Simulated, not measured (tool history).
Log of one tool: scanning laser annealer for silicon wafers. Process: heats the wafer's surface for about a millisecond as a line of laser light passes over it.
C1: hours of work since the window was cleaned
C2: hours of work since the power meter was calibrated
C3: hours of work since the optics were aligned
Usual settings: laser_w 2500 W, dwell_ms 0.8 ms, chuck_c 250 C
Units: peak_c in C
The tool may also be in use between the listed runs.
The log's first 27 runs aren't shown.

Run 28, hour 195: usual settings but laser_w 2389 W, dwell_ms 0.908 ms, chuck_c 255 C; C1 657; C2 352; C3 504. Result: peak_c 983 C.
Run 29, hour 201.4: usual settings but laser_w 2709 W, dwell_ms 0.691 ms; C1 662; C2 357; C3 509. Result: peak_c 988 C.
Run 30, hour 206.6: usual settings but laser_w 2709 W, dwell_ms 0.691 ms; C1 665; C2 361; C3 513. Result: peak_c 988 C.
Run 31, hour 211.2: usual settings but laser_w 2192 W, chuck_c 243 C; C1 669; C2 364; C3 516. Result: peak_c 849 C.
Run 32, hour 218.1: usual settings but laser_w 2192 W, chuck_c 243 C; C1 674; C2 369; C3 522. Result: peak_c 849 C.
Run 33, hour 228: usual settings but laser_w 2192 W, chuck_c 243 C; C1 681; C2 377; C3 529. Result: peak_c 848 C.
Run 34, hour 237.2: usual settings but laser_w 2192 W, chuck_c 243 C; C1 688; C2 384; C3 536. Result: peak_c 850 C.
Run 35, hour 246.5: usual settings but dwell_ms 0.613 ms, chuck_c 290 C; C1 695; C2 391; C3 543. Result: peak_c 913 C.
Run 36, hour 250.9: usual settings but laser_w 2584 W, dwell_ms 1 ms, chuck_c 266 C; C1 699; C2 394; C3 546. Result: peak_c 1116 C.
Run 37, hour 258.2: usual settings but laser_w 2584 W, dwell_ms 1 ms, chuck_c 266 C; C1 704; C2 399; C3 552. Result: peak_c 1113 C.
Run 38, hour 265.4: usual settings but laser_w 2218 W, dwell_ms 0.833 ms, chuck_c 238 C; C1 709; C2 405; C3 557. Result: peak_c 868 C.

3 ways to go on from here, each from the tool as it stands after run 38. What would each give?
Run A, hour 270.2: usual settings but laser_w 2205 W, dwell_ms 0.683 ms, chuck_c 239 C; C1 713; C2 408; C3 560. Result: peak_c ?.
Run B, hour 270.2: usual settings but dwell_ms 0.613 ms; C1 713; C2 408; C3 560. Result: peak_c ?.
Run C, hour 270.2: usual settings but laser_w 2332 W, dwell_ms 0.833 ms, chuck_c 238 C; C1 713; C2 408; C3 560. Result: peak_c ?.

run  peak_c
  A     800
  B     873
  C     913
Without the tool's hidden state the same runs would have given:
run  peak_c
  A     800
  B     874
  C     914
